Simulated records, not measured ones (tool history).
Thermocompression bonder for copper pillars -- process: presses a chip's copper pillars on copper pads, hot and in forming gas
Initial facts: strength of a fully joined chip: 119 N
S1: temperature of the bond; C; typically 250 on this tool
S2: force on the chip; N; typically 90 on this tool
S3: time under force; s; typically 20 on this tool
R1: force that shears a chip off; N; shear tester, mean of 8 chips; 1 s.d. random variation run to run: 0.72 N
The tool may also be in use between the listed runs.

run,hour,S1,S2,S3,R1
1,0.0,250,90,20,60.1
2,60.7,265,90,20,73.8
3,158.2,265,90,20,72.9
4,206.4,265,90,18,70.0
5,296.5,265,90,18,69.1
6,339.6,231,90,18,39.7
7,417.9,231,90,18,39.7
8,457.6,250,90,37,70.0
# hour 503.5: forming gas filter changed
9,509.1,250,111,20,71.6
10,566.7,250,111,20,72.0
11,648.3,257,90,20,67.6
12,743.7,257,90,20,66.8
13,836.9,257,90,20,66.0
14,887.7,257,90,20,66.9
15,941.5,250,90,20,59.4
16,1022.9,250,90,16,55.1
# hour 1033.4: force cell calibrated
17,1104.2,274,90,20,77.2
18,1151.3,274,90,20,75.9
19,1237.4,274,90,20,76.8
# hour 1323.2: forming gas filter changed
20,1334.2,274,90,20,82.6
21,1401.4,250,70,20,49.6
22,1450.9,249,118,50,90.3
23,1504.7,249,118,50,89.5
# hour 1532.6: force cell calibrated, once more
24,1597.8,261,118,11,72.9
25,1668.5,261,118,11,74.6
26,1717.1,221,107,18,43.1
27,1784.2,221,107,18,42.9
28,1877.3,247,65,18,43.9
29,1927.2,247,65,18,43.3
30,1966.6,247,65,28,50.5
31,2021.3,247,65,16,41.8
32,2071.6,250,94,23,65.3
33,2137.7,250,56,23,43.9
# hour 2144.1: forming gas filter changed
34,2210.3,238,68,23,45.5
35,2299.1,236,90,20,52.7
36,2397.0,236,75,21,45.0
37,2462.9,271,68,14,62.8
38,2526.0,247,83,20,56.7
39,2592.3,245,127,11,61.7

Branching from run 39: 3 alternative next runs. What would each branch give?
A,2664.4,235,114,11,?
B,2664.4,240,104,11,?
C,2664.4,267,90,20,?

run,R1
A,48.1
B,47.9
C,76.5
With the hidden condition removed and each run's random variation left untouched, the same runs would have given:
run,R1
A,46.4
B,46.4
C,76.7

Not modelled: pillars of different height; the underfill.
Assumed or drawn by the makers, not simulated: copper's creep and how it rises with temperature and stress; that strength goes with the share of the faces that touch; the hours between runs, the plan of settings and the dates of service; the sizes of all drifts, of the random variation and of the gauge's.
